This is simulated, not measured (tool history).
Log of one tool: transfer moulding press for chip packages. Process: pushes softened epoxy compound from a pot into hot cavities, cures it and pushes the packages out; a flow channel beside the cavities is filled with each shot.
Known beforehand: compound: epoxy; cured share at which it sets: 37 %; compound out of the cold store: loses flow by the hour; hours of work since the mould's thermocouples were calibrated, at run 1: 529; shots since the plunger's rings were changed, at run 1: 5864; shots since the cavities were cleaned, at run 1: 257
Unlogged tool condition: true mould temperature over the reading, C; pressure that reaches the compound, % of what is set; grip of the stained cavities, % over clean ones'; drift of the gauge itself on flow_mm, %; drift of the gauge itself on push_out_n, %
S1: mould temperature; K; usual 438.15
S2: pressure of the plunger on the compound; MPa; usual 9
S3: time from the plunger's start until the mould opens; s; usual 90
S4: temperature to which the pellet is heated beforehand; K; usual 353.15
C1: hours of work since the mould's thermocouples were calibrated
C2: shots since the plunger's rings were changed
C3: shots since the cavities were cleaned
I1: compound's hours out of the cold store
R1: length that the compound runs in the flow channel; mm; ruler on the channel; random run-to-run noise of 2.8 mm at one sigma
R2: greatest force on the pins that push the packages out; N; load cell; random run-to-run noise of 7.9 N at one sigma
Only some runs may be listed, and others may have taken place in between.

run	day	S1	S2	S3	S4	C1	C2	C3	I1	R1	R2
1	0	438.15	9	90	353.15	529	5864	257	23	484	420
2	0.638	438.15	9	90	353.15	541	6086	479	27.2	479	508
3	1.171	438.15	9	90	353.15	550	6272	665	46.8	455	534
# day 1.571: plunger's sealing rings changed
4	1.838	438.15	9	90	353.15	560	93	862	32.7	511	605
# day 2.25: cavities cleaned with cleaning compound and waxed
5	2.25	438.15	9	90	353.15	567	215	1	31.7	504	337
6	2.992	438.15	9	90	353.15	580	473	259	22	519	457
7	3.392	438.15	9	90	353.15	587	613	399	11.9	536	505
8	3.779	438.15	9	90	353.15	594	747	533	25.2	509	528
9	4.467	438.15	9	90	353.15	606	987	773	26.2	510	566
# day 5.162: cavities cleaned with cleaning compound and waxed
10	5.375	438.15	9	90	353.15	622	1283	75	45.2	488	378
11	5.917	438.15	9	90	353.15	631	1472	264	27.6	502	467
12	6.479	438.15	9	90	353.15	642	1668	460	30.9	500	517
13	7.292	438.15	8.96	101	353.15	656	1951	743	9	524	515
# day 8.067: cavities cleaned with cleaning compound and waxed
14	8.221	438.15	10.85	90	361.15	672	2254	54	8.4	581	381
15	8.671	438.15	9	83	353.15	680	2411	211	47.2	479	477
16	9.412	438.15	8.94	90	349.15	693	2670	470	36.1	487	521
17	9.783	440.15	9	90	353.15	700	2800	600	41.5	477	495
18	10.158	435.15	9	90	356.15	707	2930	730	19.1	510	668
# day 10.933: cavities cleaned with cleaning compound and waxed
19	11.017	435.15	9	90	356.15	721	3208	30	22.9	508	419
20	11.65	440.15	7	118	346.15	732	3429	251	21.1	441	369
21	12.312	438.15	9	90	352.15	744	3660	482	33.8	487	541
22	12.775	438.15	9.64	90	350.15	753	3821	643	36.2	498	562

Take each entry between the runs: how does the hidden state at the last listed run before it differ from the hidden state at the first listed run after it?
Run 3 -> run 4: plunger's sealing rings changed (day 1.571)
  true mould temperature over the reading, C: -0.55 -> -0.56; pressure that reaches the compound, % of what is set: 84.61 -> 99.3; grip of the stained cavities, % over clean ones': 60.5 -> 72.4
  measured less the result without the state, R1: -38 -> -1 mm; R2: +209 -> +256 N
Run 4 -> run 5: cavities cleaned with cleaning compound and waxed (day 2.25)
  true mould temperature over the reading, C: -0.56 -> -0.57; pressure that reaches the compound, % of what is set: 99.3 -> 98.97; grip of the stained cavities, % over clean ones': 72.4 -> 1.1
  measured less the result without the state, R1: -1 -> -1 mm; R2: +256 -> +11 N
Run 9 -> run 10: cavities cleaned with cleaning compound and waxed (day 5.162)
  true mould temperature over the reading, C: -0.61 -> -0.63; pressure that reaches the compound, % of what is set: 96.97 -> 96.17; grip of the stained cavities, % over clean ones': 69.7 -> 12.8
  measured less the result without the state, R1: -6 -> -9 mm; R2: +241 -> +50 N
Run 13 -> run 14: cavities cleaned with cleaning compound and waxed (day 8.067)
  true mould temperature over the reading, C: -0.67 -> -0.69; pressure that reaches the compound, % of what is set: 94.43 -> 93.76; grip of the stained cavities, % over clean ones': 70 -> 7.8
  measured less the result without the state, R1: -14 -> -18 mm; R2: +218 -> +37 N
Run 18 -> run 19: cavities cleaned with cleaning compound and waxed (day 10.933)
  true mould temperature over the reading, C: -0.73 -> -0.74; pressure that reaches the compound, % of what is set: 92.05 -> 91.36; grip of the stained cavities, % over clean ones': 68.1 -> 5.6
  measured less the result without the state, R1: -20 -> -22 mm; R2: +284 -> +39 N
